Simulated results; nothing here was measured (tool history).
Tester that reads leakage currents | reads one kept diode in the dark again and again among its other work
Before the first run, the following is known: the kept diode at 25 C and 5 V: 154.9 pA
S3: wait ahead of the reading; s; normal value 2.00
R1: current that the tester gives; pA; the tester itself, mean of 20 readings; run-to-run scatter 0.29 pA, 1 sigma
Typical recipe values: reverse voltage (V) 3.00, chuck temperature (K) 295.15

{"run": 1, "day": 0.0, "reverse voltage (V)": 3.0, "chuck temperature (K)": 295.15, "S3": 2.0, "R1": 122.79}
{"day": 1.538, "done": "chuck's temperature calibrated"}
{"run": 2, "day": 4.842, "reverse voltage (V)": 3.0, "chuck temperature (K)": 295.15, "S3": 2.0, "R1": 139.91}
{"run": 3, "day": 8.688, "reverse voltage (V)": 3.0, "chuck temperature (K)": 295.15, "S3": 2.0, "R1": 141.73}
{"run": 4, "day": 13.133, "reverse voltage (V)": 3.0, "chuck temperature (K)": 295.15, "S3": 2.0, "R1": 144.63}
{"run": 5, "day": 17.1, "reverse voltage (V)": 3.26, "chuck temperature (K)": 295.15, "S3": 2.0, "R1": 151.58}
{"run": 6, "day": 19.512, "reverse voltage (V)": 3.26, "chuck temperature (K)": 295.15, "S3": 2.0, "R1": 152.97}
{"run": 7, "day": 21.667, "reverse voltage (V)": 3.0, "chuck temperature (K)": 319.15, "S3": 2.0, "R1": 1216.45}
{"day": 26.229, "done": "chuck's temperature calibrated, once more"}
{"run": 8, "day": 26.512, "reverse voltage (V)": 3.0, "chuck temperature (K)": 310.15, "S3": 2.0, "R1": 394.83}
{"run": 9, "day": 28.904, "reverse voltage (V)": 3.0, "chuck temperature (K)": 310.15, "S3": 2.0, "R1": 400.31}
{"run": 10, "day": 31.929, "reverse voltage (V)": 14.65, "chuck temperature (K)": 314.15, "S3": 2.0, "R1": 1078.21}
{"run": 11, "day": 33.871, "reverse voltage (V)": 3.79, "chuck temperature (K)": 294.15, "S3": 0.94, "R1": 106.67}
{"run": 12, "day": 36.358, "reverse voltage (V)": 3.79, "chuck temperature (K)": 294.15, "S3": 0.94, "R1": 108.21}
{"run": 13, "day": 38.562, "reverse voltage (V)": 12.23, "chuck temperature (K)": 297.15, "S3": 0.94, "R1": 240.33}
{"run": 14, "day": 40.508, "reverse voltage (V)": 8.24, "chuck temperature (K)": 304.15, "S3": 1.34, "R1": 372.46}
{"day": 42.8, "done": "probe card cleaned and baked"}
{"run": 15, "day": 42.85, "reverse voltage (V)": 1.53, "chuck temperature (K)": 308.15, "S3": 5.51, "R1": 265.25}
{"run": 16, "day": 47.388, "reverse voltage (V)": 3.0, "chuck temperature (K)": 298.15, "S3": 2.03, "R1": 140.1}
{"run": 17, "day": 50.667, "reverse voltage (V)": 6.38, "chuck temperature (K)": 308.15, "S3": 0.54, "R1": 480.62}
{"run": 18, "day": 55.075, "reverse voltage (V)": 6.38, "chuck temperature (K)": 308.15, "S3": 0.54, "R1": 488.92}

Below are 3 alternative next runs, each starting from the tool's condition after run 18. Predict each:
{"run": "A", "day": 58.592, "reverse voltage (V)": 6.38, "chuck temperature (K)": 295.15, "S3": 0.54, "R1": "?"}
{"run": "B", "day": 58.592, "reverse voltage (V)": 3.0, "chuck temperature (K)": 295.15, "S3": 1.37, "R1": "?"}
{"run": "C", "day": 58.592, "reverse voltage (V)": 3.0, "chuck temperature (K)": 325.15, "S3": 2.0, "R1": "?"}

run=A R1=148.54
run=B R1=110.22
run=C R1=1554.45
With no hidden state in the tool, these same runs would have given:
run=A R1=128.44
run=B R1=95.56
run=C R1=1385.87

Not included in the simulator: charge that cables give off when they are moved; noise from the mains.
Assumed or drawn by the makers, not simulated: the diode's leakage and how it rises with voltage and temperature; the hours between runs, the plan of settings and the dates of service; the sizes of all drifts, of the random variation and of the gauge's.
